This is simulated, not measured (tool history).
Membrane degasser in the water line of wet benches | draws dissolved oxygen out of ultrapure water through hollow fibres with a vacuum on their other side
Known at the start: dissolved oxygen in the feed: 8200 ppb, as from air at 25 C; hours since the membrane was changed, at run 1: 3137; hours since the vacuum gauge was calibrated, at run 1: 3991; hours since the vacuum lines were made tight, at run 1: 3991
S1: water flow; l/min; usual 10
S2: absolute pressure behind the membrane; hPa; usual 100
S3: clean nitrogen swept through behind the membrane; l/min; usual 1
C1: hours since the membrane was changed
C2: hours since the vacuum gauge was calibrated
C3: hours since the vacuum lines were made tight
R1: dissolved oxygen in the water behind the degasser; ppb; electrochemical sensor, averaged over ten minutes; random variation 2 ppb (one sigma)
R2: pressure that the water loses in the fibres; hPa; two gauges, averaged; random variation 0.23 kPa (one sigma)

| run | hour | S1 | S2 | S3 | C1 | C2 | C3 | R1 | R2 |
|---|---|---|---|---|---|---|---|---|---|
| 1 | 0 | 10 | 100 | 1 | 3137 | 3991 | 3991 | 204.4 | 604.1 |
|  | 83.4 | vacuum gauge calibrated |
| 2 | 104.1 | 10 | 100 | 1 | 3241 | 21 | 4094 | 206.9 | 604 |
| 3 | 193.7 | 10 | 100 | 1 | 3331 | 110 | 4184 | 205.3 | 599.9 |
| 4 | 293.1 | 10 | 100 | 1 | 3430 | 210 | 4283 | 203.8 | 606.9 |
| 5 | 394.8 | 10 | 100 | 1 | 3532 | 311 | 4385 | 206.5 | 604.3 |
| 6 | 517.6 | 10 | 100 | 1 | 3654 | 434 | 4508 | 206.1 | 609 |
|  | 626.2 | vacuum gauge calibrated, once more |
| 7 | 638.8 | 10 | 100 | 1 | 3775 | 13 | 4629 | 203.4 | 606.6 |
| 8 | 766.3 | 10 | 100 | 1 | 3903 | 140 | 4756 | 205.8 | 603.2 |
| 9 | 883.6 | 10 | 100 | 1 | 4020 | 257 | 4873 | 202.6 | 613.1 |
| 10 | 966 | 10 | 100 | 1 | 4102 | 340 | 4956 | 206 | 606.8 |
| 11 | 1075 | 10 | 100 | 1 | 4211 | 449 | 5065 | 201.4 | 607.1 |
| 12 | 1157.5 | 10 | 117 | 1 | 4294 | 531 | 5147 | 246.7 | 609.6 |
| 13 | 1267.6 | 10 | 117 | 1 | 4404 | 641 | 5257 | 246.3 | 608.7 |
| 14 | 1350.7 | 10 | 117 | 1 | 4487 | 725 | 5341 | 248.4 | 606.9 |
| 15 | 1428.4 | 10 | 117 | 0.79 | 4565 | 802 | 5418 | 294.3 | 611.2 |
|  | 1461 | seals of the vacuum lines changed |
| 16 | 1495 | 10 | 117 | 0.79 | 4629 | 867 | 34 | 292.8 | 605.7 |
| 17 | 1548.6 | 10 | 106 | 0.79 | 4683 | 920 | 88 | 257.8 | 604.6 |
| 18 | 1671.1 | 12 | 77 | 1.32 | 4806 | 1043 | 210 | 191.5 | 727 |
| 19 | 1770.2 | 8 | 100 | 1 | 4905 | 1142 | 309 | 147 | 487.9 |
| 20 | 1835.4 | 10 | 102 | 1 | 4970 | 1207 | 374 | 207.6 | 610.6 |
| 21 | 1921.6 | 10 | 102 | 1 | 5056 | 1293 | 461 | 212.8 | 610.6 |
| 22 | 1974.8 | 10 | 100 | 0.41 | 5109 | 1347 | 514 | 391.5 | 613.3 |
| 23 | 2078.9 | 10 | 100 | 0.41 | 5213 | 1451 | 618 | 398.8 | 608.6 |
| 24 | 2200.6 | 7 | 206 | 0.71 | 5335 | 1572 | 740 | 401.7 | 427.6 |
| 25 | 2306.1 | 12 | 64 | 1.31 | 5441 | 1678 | 845 | 167.3 | 731.2 |
| 26 | 2381.3 | 12 | 64 | 1.31 | 5516 | 1753 | 920 | 167.8 | 736.8 |
| 27 | 2478.2 | 6 | 200 | 1 | 5613 | 1850 | 1017 | 245.4 | 369.1 |
| 28 | 2531.8 | 6 | 200 | 1 | 5666 | 1904 | 1071 | 246.2 | 364.6 |
| 29 | 2617.4 | 12 | 71 | 1 | 5752 | 1989 | 1156 | 201.4 | 731.9 |
| 30 | 2740.3 | 13 | 89 | 1 | 5875 | 2112 | 1279 | 298.3 | 800.6 |
| 31 | 2815.9 | 13 | 89 | 1 | 5950 | 2188 | 1355 | 291.9 | 795.2 |
| 32 | 2921.5 | 13 | 89 | 1 | 6056 | 2293 | 1460 | 301.8 | 797.4 |
| 33 | 3024 | 13 | 89 | 1 | 6158 | 2396 | 1563 | 299 | 796 |

Forecast each of these 3 alternatives for the next run:
| A | 3146 | 15 | 100 | 1.26 | 6280 | 2518 | 1685 | ? | ? |
| B | 3146 | 13 | 120 | 2.91 | 6280 | 2518 | 1685 | ? | ? |
| C | 3146 | 8 | 217 | 1.09 | 6280 | 2518 | 1685 | ? | ? |

| run | R1 | R2 |
|---|---|---|
| A | 390.9 | 918.1 |
| B | 227.2 | 798.7 |
| C | 337.4 | 489.1 |
Without the tool's hidden state the same runs would have given:
| run | R1 | R2 |
|---|---|---|
| A | 361.2 | 885.1 |
| B | 206.8 | 769.9 |
| C | 328.7 | 471.4 |
